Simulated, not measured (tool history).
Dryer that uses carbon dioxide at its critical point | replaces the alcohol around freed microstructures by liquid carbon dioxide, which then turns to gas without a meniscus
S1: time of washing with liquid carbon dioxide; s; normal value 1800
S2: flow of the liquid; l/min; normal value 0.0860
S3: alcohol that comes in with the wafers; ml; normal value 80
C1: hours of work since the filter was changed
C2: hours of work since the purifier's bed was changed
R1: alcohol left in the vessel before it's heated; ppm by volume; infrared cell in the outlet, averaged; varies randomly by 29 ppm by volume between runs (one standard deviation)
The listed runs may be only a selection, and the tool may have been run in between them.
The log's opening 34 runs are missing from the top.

run   hour    S1      S2  S3   C1   C2     R1
 35  469.5  1440  0.0971  27  410  256   1953
 36  479.9  1200  0.1296  98  415  260   5048
 37  496.4  1200  0.0779  56  422  267  11995
 38  510.0  1800  0.0920  35  427  273   1443
 39  520.1  1800  0.0920  26  431  277   1080
 40  534.4  1440  0.0587  80  437  283  21060
 41  542.5  1800  0.0735  80  441  287   6870
     560.7  -- inlet filter changed
 42  561.2  1800  0.0735  80    0  294   3736

Consider 5 possible next runs. They are alternatives, not a sequence: every one starts from the tool as it was left by run 42. What does each give?
  A  576.1  1800  0.0735   83   6  300   ?
  B  576.1  1440  0.0735   80   6  300   ?
  C  576.1  2400  0.0778   26   6  300   ?
  D  576.1  1980  0.0860  109   6  300   ?
  E  576.1  1800  0.0884   80   6  300   ?

run    R1
  A  3854
  B  7871
  C   340
  D  1962
  E  1907
The same runs, with their run-to-run variation unchanged, on a tool lacking any hidden condition would have given:
run    R1
  A  3631
  B  7555
  C   243
  D  1786
  E  1743
